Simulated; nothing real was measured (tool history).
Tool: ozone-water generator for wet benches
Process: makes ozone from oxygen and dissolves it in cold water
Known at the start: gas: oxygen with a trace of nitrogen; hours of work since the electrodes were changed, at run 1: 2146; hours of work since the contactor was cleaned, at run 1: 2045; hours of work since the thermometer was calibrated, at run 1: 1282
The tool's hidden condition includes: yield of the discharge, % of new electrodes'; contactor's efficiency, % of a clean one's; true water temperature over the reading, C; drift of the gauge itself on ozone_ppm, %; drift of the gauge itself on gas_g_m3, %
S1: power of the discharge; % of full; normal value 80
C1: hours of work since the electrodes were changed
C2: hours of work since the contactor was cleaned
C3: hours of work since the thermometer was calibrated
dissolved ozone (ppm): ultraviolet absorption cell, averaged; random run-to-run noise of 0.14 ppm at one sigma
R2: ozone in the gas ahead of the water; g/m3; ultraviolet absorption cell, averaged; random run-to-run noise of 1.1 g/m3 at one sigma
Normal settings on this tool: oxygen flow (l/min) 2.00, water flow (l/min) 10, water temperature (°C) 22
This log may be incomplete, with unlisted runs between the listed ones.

run 1 day=0.000 | S1=80 oxygen_flow_(l/min)=2.00 water_flow_(l/min)=10 water_temperature_(°C)=22 | C1=2146 C2=2045 C3=1282 | dissolved_ozone_(ppm)=16.5 R2=180.9
run 2 day=3.817 | S1=80 oxygen_flow_(l/min)=2.00 water_flow_(l/min)=10 water_temperature_(°C)=22 | C1=2221 C2=2119 C3=1357 | dissolved_ozone_(ppm)=16.6 R2=180.4
run 3 day=6.479 | S1=80 oxygen_flow_(l/min)=2.00 water_flow_(l/min)=10 water_temperature_(°C)=22 | C1=2273 C2=2172 C3=1410 | dissolved_ozone_(ppm)=16.6 R2=181.9
run 4 day=9.958 | S1=80 oxygen_flow_(l/min)=2.00 water_flow_(l/min)=10 water_temperature_(°C)=22 | C1=2341 C2=2240 C3=1478 | dissolved_ozone_(ppm)=16.8 R2=179.2
run 5 day=12.017 | S1=50 oxygen_flow_(l/min)=2.00 water_flow_(l/min)=10 water_temperature_(°C)=22 | C1=2381 C2=2280 C3=1518 | dissolved_ozone_(ppm)=12.4 R2=139.2
run 6 day=14.571 | S1=50 oxygen_flow_(l/min)=2.00 water_flow_(l/min)=10 water_temperature_(°C)=22 | C1=2432 C2=2330 C3=1568 | dissolved_ozone_(ppm)=12.7 R2=139.7
run 7 day=16.317 | S1=80 oxygen_flow_(l/min)=2.04 water_flow_(l/min)=10 water_temperature_(°C)=22 | C1=2466 C2=2365 C3=1603 | dissolved_ozone_(ppm)=16.3 R2=178.9
run 8 day=19.946 | S1=46 oxygen_flow_(l/min)=2.00 water_flow_(l/min)=10 water_temperature_(°C)=22 | C1=2537 C2=2436 C3=1674 | dissolved_ozone_(ppm)=12.1 R2=132.5
run 9 day=21.733 | S1=80 oxygen_flow_(l/min)=2.00 water_flow_(l/min)=10 water_temperature_(°C)=22 | C1=2572 C2=2471 C3=1709 | dissolved_ozone_(ppm)=16.7 R2=181.6
-- day=21.933 water thermometer calibrated
run 10 day=24.842 | S1=80 oxygen_flow_(l/min)=2.00 water_flow_(l/min)=10 water_temperature_(°C)=14 | C1=2633 C2=2532 C3=57 | dissolved_ozone_(ppm)=18.1 R2=180.6
run 11 day=28.429 | S1=80 oxygen_flow_(l/min)=2.00 water_flow_(l/min)=10 water_temperature_(°C)=22 | C1=2703 C2=2602 C3=127 | dissolved_ozone_(ppm)=16.7 R2=181.5
-- day=29.883 water thermometer calibrated, once more
run 12 day=30.717 | S1=80 oxygen_flow_(l/min)=2.00 water_flow_(l/min)=10 water_temperature_(°C)=22 | C1=2748 C2=2646 C3=16 | dissolved_ozone_(ppm)=16.7 R2=181.6
run 13 day=34.329 | S1=80 oxygen_flow_(l/min)=2.00 water_flow_(l/min)=10 water_temperature_(°C)=22 | C1=2818 C2=2717 C3=87 | dissolved_ozone_(ppm)=16.7 R2=179.8
run 14 day=36.979 | S1=80 oxygen_flow_(l/min)=1.61 water_flow_(l/min)=10 water_temperature_(°C)=22 | C1=2870 C2=2769 C3=139 | dissolved_ozone_(ppm)=16.6 R2=209.2
run 15 day=39.546 | S1=80 oxygen_flow_(l/min)=1.61 water_flow_(l/min)=10 water_temperature_(°C)=22 | C1=2921 C2=2820 C3=190 | dissolved_ozone_(ppm)=16.5 R2=208.0
run 16 day=42.817 | S1=80 oxygen_flow_(l/min)=1.61 water_flow_(l/min)=10 water_temperature_(°C)=22 | C1=2985 C2=2884 C3=254 | dissolved_ozone_(ppm)=16.9 R2=207.3
run 17 day=46.467 | S1=80 oxygen_flow_(l/min)=1.28 water_flow_(l/min)=13 water_temperature_(°C)=29 | C1=3057 C2=2955 C3=325 | dissolved_ozone_(ppm)=11.8 R2=244.9
run 18 day=50.238 | S1=80 oxygen_flow_(l/min)=2.96 water_flow_(l/min)=10 water_temperature_(°C)=30 | C1=3131 C2=3029 C3=399 | dissolved_ozone_(ppm)=13.6 R2=137.2
run 19 day=52.633 | S1=51 oxygen_flow_(l/min)=2.21 water_flow_(l/min)=15 water_temperature_(°C)=22 | C1=3178 C2=3076 C3=446 | dissolved_ozone_(ppm)=8.3 R2=132.1
run 20 day=54.692 | S1=44 oxygen_flow_(l/min)=1.39 water_flow_(l/min)=15 water_temperature_(°C)=17 | C1=3218 C2=3117 C3=487 | dissolved_ozone_(ppm)=8.0 R2=163.3
run 21 day=57.404 | S1=66 oxygen_flow_(l/min)=2.92 water_flow_(l/min)=9 water_temperature_(°C)=21 | C1=3271 C2=3170 C3=540 | dissolved_ozone_(ppm)=15.4 R2=125.5
run 22 day=60.946 | S1=96 oxygen_flow_(l/min)=1.93 water_flow_(l/min)=16 water_temperature_(°C)=22 | C1=3341 C2=3240 C3=610 | dissolved_ozone_(ppm)=11.1 R2=201.6
run 23 day=64.158 | S1=96 oxygen_flow_(l/min)=2.13 water_flow_(l/min)=6 water_temperature_(°C)=23 | C1=3404 C2=3303 C3=673 | dissolved_ozone_(ppm)=26.2 R2=189.4
run 24 day=66.200 | S1=80 oxygen_flow_(l/min)=2.05 water_flow_(l/min)=11 water_temperature_(°C)=22 | C1=3444 C2=3343 C3=713 | dissolved_ozone_(ppm)=14.9 R2=176.5
run 25 day=68.275 | S1=44 oxygen_flow_(l/min)=1.93 water_flow_(l/min)=10 water_temperature_(°C)=21 | C1=3485 C2=3383 C3=753 | dissolved_ozone_(ppm)=11.8 R2=131.5
run 26 day=71.233 | S1=48 oxygen_flow_(l/min)=2.00 water_flow_(l/min)=15 water_temperature_(°C)=22 | C1=3543 C2=3441 C3=811 | dissolved_ozone_(ppm)=8.2 R2=135.4
run 27 day=74.188 | S1=50 oxygen_flow_(l/min)=1.56 water_flow_(l/min)=15 water_temperature_(°C)=22 | C1=3601 C2=3499 C3=869 | dissolved_ozone_(ppm)=8.1 R2=162.5
run 28 day=77.288 | S1=80 oxygen_flow_(l/min)=2.00 water_flow_(l/min)=9 water_temperature_(°C)=22 | C1=3661 C2=3560 C3=930 | dissolved_ozone_(ppm)=18.0 R2=178.1
run 29 day=78.917 | S1=80 oxygen_flow_(l/min)=2.00 water_flow_(l/min)=10 water_temperature_(°C)=21 | C1=3693 C2=3592 C3=962 | dissolved_ozone_(ppm)=16.4 R2=179.5
run 30 day=80.846 | S1=53 oxygen_flow_(l/min)=1.49 water_flow_(l/min)=12 water_temperature_(°C)=18 | C1=3731 C2=3630 C3=1000 | dissolved_ozone_(ppm)=11.2 R2=173.6
run 31 day=82.779 | S1=80 oxygen_flow_(l/min)=2.00 water_flow_(l/min)=10 water_temperature_(°C)=24 | C1=3769 C2=3668 C3=1038 | dissolved_ozone_(ppm)=15.7 R2=177.1

The logged runs with the hidden state left out (each run's random variation unchanged):
run=1 dissolved_ozone_(ppm)=17.3 R2=186.2
run=2 dissolved_ozone_(ppm)=17.4 R2=185.9
run=3 dissolved_ozone_(ppm)=17.4 R2=187.5
run=4 dissolved_ozone_(ppm)=17.6 R2=184.8
run=5 dissolved_ozone_(ppm)=13.0 R2=142.5
run=6 dissolved_ozone_(ppm)=13.2 R2=143.1
run=7 dissolved_ozone_(ppm)=17.2 R2=184.7
run=8 dissolved_ozone_(ppm)=12.6 R2=135.7
run=9 dissolved_ozone_(ppm)=17.6 R2=187.7
run=10 dissolved_ozone_(ppm)=19.1 R2=186.8
run=11 dissolved_ozone_(ppm)=17.6 R2=187.9
run=12 dissolved_ozone_(ppm)=17.7 R2=188.1
run=13 dissolved_ozone_(ppm)=17.6 R2=186.3
run=14 dissolved_ozone_(ppm)=17.6 R2=217.0
run=15 dissolved_ozone_(ppm)=17.4 R2=215.8
run=16 dissolved_ozone_(ppm)=17.9 R2=215.3
run=17 dissolved_ozone_(ppm)=12.6 R2=254.5
run=18 dissolved_ozone_(ppm)=14.4 R2=142.7
run=19 dissolved_ozone_(ppm)=8.9 R2=136.1
run=20 dissolved_ozone_(ppm)=8.5 R2=167.8
run=21 dissolved_ozone_(ppm)=16.3 R2=130.2
run=22 dissolved_ozone_(ppm)=12.0 R2=211.0
run=23 dissolved_ozone_(ppm)=27.8 R2=198.4
run=24 dissolved_ozone_(ppm)=15.9 R2=184.2
run=25 dissolved_ozone_(ppm)=12.5 R2=135.4
run=26 dissolved_ozone_(ppm)=8.7 R2=139.8
run=27 dissolved_ozone_(ppm)=8.7 R2=168.0
run=28 dissolved_ozone_(ppm)=19.3 R2=186.2
run=29 dissolved_ozone_(ppm)=17.7 R2=187.8
run=30 dissolved_ozone_(ppm)=12.0 R2=179.9
run=31 dissolved_ozone_(ppm)=16.9 R2=185.4

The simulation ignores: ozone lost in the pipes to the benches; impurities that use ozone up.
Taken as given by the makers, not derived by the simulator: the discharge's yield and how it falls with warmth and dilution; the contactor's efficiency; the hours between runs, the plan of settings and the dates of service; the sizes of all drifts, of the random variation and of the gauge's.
